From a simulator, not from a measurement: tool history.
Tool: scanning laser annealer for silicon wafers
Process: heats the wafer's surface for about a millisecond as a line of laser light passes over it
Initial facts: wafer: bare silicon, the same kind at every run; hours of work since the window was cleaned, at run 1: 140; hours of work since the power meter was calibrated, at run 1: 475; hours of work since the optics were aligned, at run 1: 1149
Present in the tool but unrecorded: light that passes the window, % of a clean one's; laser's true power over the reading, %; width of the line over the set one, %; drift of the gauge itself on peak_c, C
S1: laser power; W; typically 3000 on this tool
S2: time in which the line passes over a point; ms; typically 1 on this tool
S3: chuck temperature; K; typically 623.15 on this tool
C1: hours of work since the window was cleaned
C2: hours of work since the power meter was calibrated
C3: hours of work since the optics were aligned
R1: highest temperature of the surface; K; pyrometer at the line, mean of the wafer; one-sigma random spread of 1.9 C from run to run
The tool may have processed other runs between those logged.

run    hour    S1    S2      S3   C1    C2    C3       R1
  1       0  3000     1  623.15  140   475  1149  1421.15
  2    40.6  3000     1  631.15  161   496  1170  1426.15
  3    95.7  2616     1  623.15  190   526  1199  1304.15
  4   148.8  2616     1  623.15  218   554  1227  1305.15
  5   222.3  2616     1  623.15  257   592  1266  1302.15
  6   294.4  2616     1  623.15  295   630  1304  1301.15
  7   359.1  2616     1  623.15  329   664  1338  1303.15
      367.9  -- window over the wafer cleaned
  8   419.8  3000     1  623.15   27   695  1369  1401.15
  9   492.5  3000     1  623.15   66   734  1408  1398.15
 10   565.2  3000     1  623.15  104   772  1446  1396.15
 11   606.3  2709  0.96  623.15  126   794  1468  1303.15
        650  -- window over the wafer cleaned, once more
 12   681.5  2671  0.86  623.15   17   832  1506  1274.15
 13   732.6  2804     1  623.15   44   859  1533  1357.15
 14   777.6  2904  0.71  623.15   67   883  1557  1274.15
      822.3  -- optics aligned, line set to its width
 15   828.8  2953  0.71  623.15   92   908     3  1306.15
 16   888.6  2953  0.71  623.15  123   939    35  1306.15
 17   953.4  2953  0.71  623.15  157   973    69  1307.15
 18   992.5  3048  1.14  641.15  178   994    90  1512.15
 19  1032.9  3048  1.06  617.15  199  1015   111  1460.15
 20  1066.1  3048  1.06  617.15  217  1033   129  1459.15

Below, some changes in R1 between adjacent runs. For each, the amount present without the hidden state too (settings, incoming material, random variation) and the amount remaining for the hidden state with gauge scatter not shared by both compared results:
Run 2 -> 3: S1 3000 -> 2616, S3 631.15 -> 623.15. R1 -122 K: hidden state +3, all else -125.
Run 11 -> 12: S1 2709 -> 2671, S2 0.96 -> 0.86, window over the wafer cleaned, once more. R1 -29 K: hidden state +17, all else -46.
Run 14 -> 15: S1 2904 -> 2953, optics aligned, line set to its width. R1 +32 K: hidden state +18, all else +14.
Run 17 -> 18: S1 2953 -> 3048, S2 0.71 -> 1.14, S3 623.15 -> 641.15. R1 +205 K: hidden state -5, all else +210.

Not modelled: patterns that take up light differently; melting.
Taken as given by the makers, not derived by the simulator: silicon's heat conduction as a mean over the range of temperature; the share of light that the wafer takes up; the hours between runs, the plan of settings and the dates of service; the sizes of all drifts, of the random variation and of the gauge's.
